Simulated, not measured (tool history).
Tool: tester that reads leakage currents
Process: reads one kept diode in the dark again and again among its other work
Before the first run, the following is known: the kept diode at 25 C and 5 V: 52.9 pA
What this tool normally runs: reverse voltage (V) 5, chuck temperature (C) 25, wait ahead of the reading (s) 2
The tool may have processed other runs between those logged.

run   hour  reverse voltage (V)  chuck temperature (C)  wait ahead of the reading (s)  current that the tester gives (pA)
  1      0                    5                     25                              2                               61.38
  2   37.1                    5                     25                              2                               61.22
  3   55.2                    5                     25                           0.47                               62.42
  4   80.2                    5                     25                           0.47                                62.2
  5  104.1                    5                     25                           0.47                               62.35
  6  141.7                    5                     25                           0.47                               62.66
  7  166.2                    5                     25                              2                               61.87
  8  182.8                    5                     48                              2                              276.83
  9  211.5                    5                     25                              2                               62.16
     216.1  -- tester calibrated
 10  249.9                    5                     25                              2                               61.94
 11  286.1                 1.17                     53                           5.42                              171.27
     302.2  -- tester calibrated, once more
 12  304.5                 1.17                     53                           5.42                              171.93

For run 13, what comes out?
 13  334.6                 4.61                     53                           2.06                                   ?

Run 13 measured current that the tester gives (pA) 362.63.
Had the tool carried no hidden state, the very same run would have given current that the tester gives (pA) 333.1.

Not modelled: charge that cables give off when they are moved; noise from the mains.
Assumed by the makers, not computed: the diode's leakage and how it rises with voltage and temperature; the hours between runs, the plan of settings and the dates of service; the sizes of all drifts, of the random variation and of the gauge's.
